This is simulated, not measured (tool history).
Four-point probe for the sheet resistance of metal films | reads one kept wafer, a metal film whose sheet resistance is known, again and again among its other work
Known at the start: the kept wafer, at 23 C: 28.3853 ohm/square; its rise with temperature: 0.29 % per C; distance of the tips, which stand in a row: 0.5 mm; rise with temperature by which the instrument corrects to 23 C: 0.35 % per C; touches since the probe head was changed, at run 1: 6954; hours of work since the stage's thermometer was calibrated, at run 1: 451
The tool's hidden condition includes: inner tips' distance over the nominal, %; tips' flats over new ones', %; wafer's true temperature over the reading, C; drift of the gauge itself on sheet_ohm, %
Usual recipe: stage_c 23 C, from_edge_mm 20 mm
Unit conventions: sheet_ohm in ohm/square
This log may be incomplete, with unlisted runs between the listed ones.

run	day	stage_c	from_edge_mm	touches since the probe head was changed	hours of work since the stage's thermometer was calibrated	sheet_ohm
1	0	23	20	6954	451	28.39463
2	0.692	23	20	7504	458	28.401399
3	1.779	18	20	8372	469	28.465113
4	2.525	18	20	8963	476	28.474088
5	3.271	23	21	9558	484	28.377995
6	3.738	23	21	9930	488	28.392052
7	4.188	23	21	10289	493	28.393949
8	4.75	23	5	10735	498	28.527511
9	5.725	23	20	11511	508	28.388825
10	6.738	23	20	12319	518	28.383199

For run 11, what comes out?
11	7.621	18	46	13021	527	?

Run 11 produced sheet_ohm 28.457646 ohm/square.
Minus the tool's unlogged condition, the same run would have read sheet_ohm 28.46935 ohm/square.

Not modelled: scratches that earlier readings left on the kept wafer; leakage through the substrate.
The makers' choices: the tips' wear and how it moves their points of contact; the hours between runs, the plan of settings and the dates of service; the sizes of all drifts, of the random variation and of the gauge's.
